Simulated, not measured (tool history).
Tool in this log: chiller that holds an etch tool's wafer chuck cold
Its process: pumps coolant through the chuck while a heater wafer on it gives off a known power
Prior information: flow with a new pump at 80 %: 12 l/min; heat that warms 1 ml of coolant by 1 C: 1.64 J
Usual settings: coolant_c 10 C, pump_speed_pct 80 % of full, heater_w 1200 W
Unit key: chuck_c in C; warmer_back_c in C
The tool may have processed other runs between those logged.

Run 1, hour 0.0: usual settings. Result: chuck_c 20.4 C, warmer_back_c 3.86 C.
Run 2, hour 61.6: usual settings. Result: chuck_c 20.4 C, warmer_back_c 3.97 C.
Run 3, hour 124.7: usual settings. Result: chuck_c 20.3 C, warmer_back_c 3.91 C.
Run 4, hour 173.8: usual settings. Result: chuck_c 20.5 C, warmer_back_c 3.92 C.
Run 5, hour 265.2: usual settings. Result: chuck_c 20.3 C, warmer_back_c 3.91 C.
Run 6, hour 376.8: usual settings but coolant_c 11 C. Result: chuck_c 21.3 C, warmer_back_c 3.99 C.
Run 7, hour 448.1: usual settings but coolant_c 11 C. Result: chuck_c 21.6 C, warmer_back_c 3.92 C.
At hour 500.8: coolant changed, channels flushed.
Run 8, hour 553.5: usual settings but coolant_c 11 C. Result: chuck_c 20.8 C, warmer_back_c 3.94 C.
Run 9, hour 625.7: usual settings but coolant_c 11 C. Result: chuck_c 20.9 C, warmer_back_c 3.94 C.
Run 10, hour 679.2: usual settings but coolant_c 11 C. Result: chuck_c 20.9 C, warmer_back_c 4.00 C.
Run 11, hour 751.9: usual settings but coolant_c 11 C. Result: chuck_c 20.9 C, warmer_back_c 3.90 C.
Run 12, hour 840.6: usual settings but coolant_c 11 C. Result: chuck_c 20.7 C, warmer_back_c 3.90 C.
Run 13, hour 937.5: usual settings but coolant_c 11 C. Result: chuck_c 20.9 C, warmer_back_c 4.01 C.
At hour 952.3: coolant pump overhauled.
Run 14, hour 1028.8: usual settings. Result: chuck_c 20.4 C, warmer_back_c 4.20 C.
Run 15, hour 1088.9: usual settings. Result: chuck_c 20.4 C, warmer_back_c 4.21 C.
Run 16, hour 1183.9: usual settings but coolant_c 2 C, pump_speed_pct 75 % of full, heater_w 1357 W. Result: chuck_c 14.4 C, warmer_back_c 5.00 C.

Run 17 has not been measured yet. What should we expect?
At hour 1245.2: coolant pump overhauled, once more.
Run 17, hour 1271.9: usual settings but coolant_c 14 C, pump_speed_pct 88 % of full, heater_w 785 W. Result: chuck_c ?, warmer_back_c ?.

chuck_c: 19.8 C
warmer_back_c: 2.19 C
Had the tool carried no hidden state, the very same run would have given chuck_c 19.5 C, warmer_back_c 2.19 C.
